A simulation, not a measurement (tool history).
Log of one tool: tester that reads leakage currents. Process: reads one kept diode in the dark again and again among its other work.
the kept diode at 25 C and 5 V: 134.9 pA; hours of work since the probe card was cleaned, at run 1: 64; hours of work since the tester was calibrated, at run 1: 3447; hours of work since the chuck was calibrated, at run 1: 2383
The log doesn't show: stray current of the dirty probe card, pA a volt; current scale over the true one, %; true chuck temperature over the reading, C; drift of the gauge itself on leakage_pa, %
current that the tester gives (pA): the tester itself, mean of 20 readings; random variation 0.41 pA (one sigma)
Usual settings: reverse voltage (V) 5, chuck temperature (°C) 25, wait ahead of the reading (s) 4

run,hour,reverse voltage (V),chuck temperature (°C),wait ahead of the reading (s),hours of work since the probe card was cleaned,hours of work since the tester was calibrated,hours of work since the chuck was calibrated,current that the tester gives (pA)
1,0,5,25,4,64,3447,2383,154.51
# hour 79.7: chuck's temperature calibrated
2,187.8,5,25,4,140,3522,44,131.96
3,439.4,5,25,4,242,3624,146,133.49
4,636.5,5,25,4,322,3705,226,134.75
# hour 829.1: tester calibrated
5,829.1,5,25,4,400,0,304,138.71
6,999.1,5,25,4,469,69,373,139.12
7,1167.8,6.39,25,4,538,138,442,159.45
8,1280.6,6.39,25,4,583,184,488,159.02
9,1546,6.39,25,4,691,292,596,161.89
10,1773.2,5,28,4,784,384,688,176.21
11,1906,5,28,4,838,438,742,176.18
12,2085.4,5,25,4,911,511,815,143.11
13,2200.8,5,25,4,958,558,862,144.4
14,2414.5,5,25,4.91,1045,645,949,144.92
15,2640.3,5,22,4,1136,737,1041,118.11
16,2750.5,5,25,4,1181,781,1085,146.33
17,2873.7,5,25,4,1231,832,1136,146.42
18,3108.4,5,25,4,1327,927,1231,147.82
19,3290.6,5,25,2.35,1401,1001,1305,149.02
20,3405.5,5,25,0.59,1448,1048,1352,151.78
21,3667.9,5,31,8.03,1554,1155,1459,227.25
22,3855.3,5,33,0.65,1631,1231,1535,262.95
23,4014.2,6.34,33,6.07,1695,1295,1599,297.09
# hour 4096.3: probe card cleaned and baked
24,4206,1.68,25,4,45,1372,1676,84.48
25,4395.4,5,25,0.34,122,1449,1753,153.99
26,4599.8,19.16,31,5.36,205,1532,1836,462.02
27,4790.2,3.02,21,1.57,282,1610,1914,87.58
28,4908.5,3.56,49,4,330,1658,1962,623.83
29,5094.9,1.86,49,4,406,1734,2038,443.38
30,5223.9,1.86,49,4,459,1786,2090,444.81
31,5390,10.75,30,4,526,1854,2158,326.86
32,5632,10.75,30,4,625,1952,2256,327.41
33,5793.2,10.75,30,4,690,2018,2322,330.02
34,5977.2,10.75,30,4,765,2093,2396,331.47
# hour 6021.7: chuck's temperature calibrated
35,6129,5,36,4,826,2153,44,287.16
36,6262.5,5,25,7.84,880,2208,98,134.18
37,6479.3,2.95,25,7.84,968,2296,186,103.25
38,6605.1,5,56,4,1019,2347,237,1022.57
39,6768.9,8.33,40,4,1086,2414,304,497.34

Forecast each of these 4 alternatives for the next run:
A,6931.3,1.31,36,0.82,1152,2480,370,?
B,6931.3,1.95,34,0.3,1152,2480,370,?
C,6931.3,1.02,52,1.65,1152,2480,370,?
D,6931.3,8.33,42,1.52,1152,2480,370,?

run,current that the tester gives (pA)
A,145.73
B,157.9
C,352.49
D,568.81
Without the tool's hidden state the same runs would have given:
run,current that the tester gives (pA)
A,145.02
B,156.92
C,352.15
D,565.2
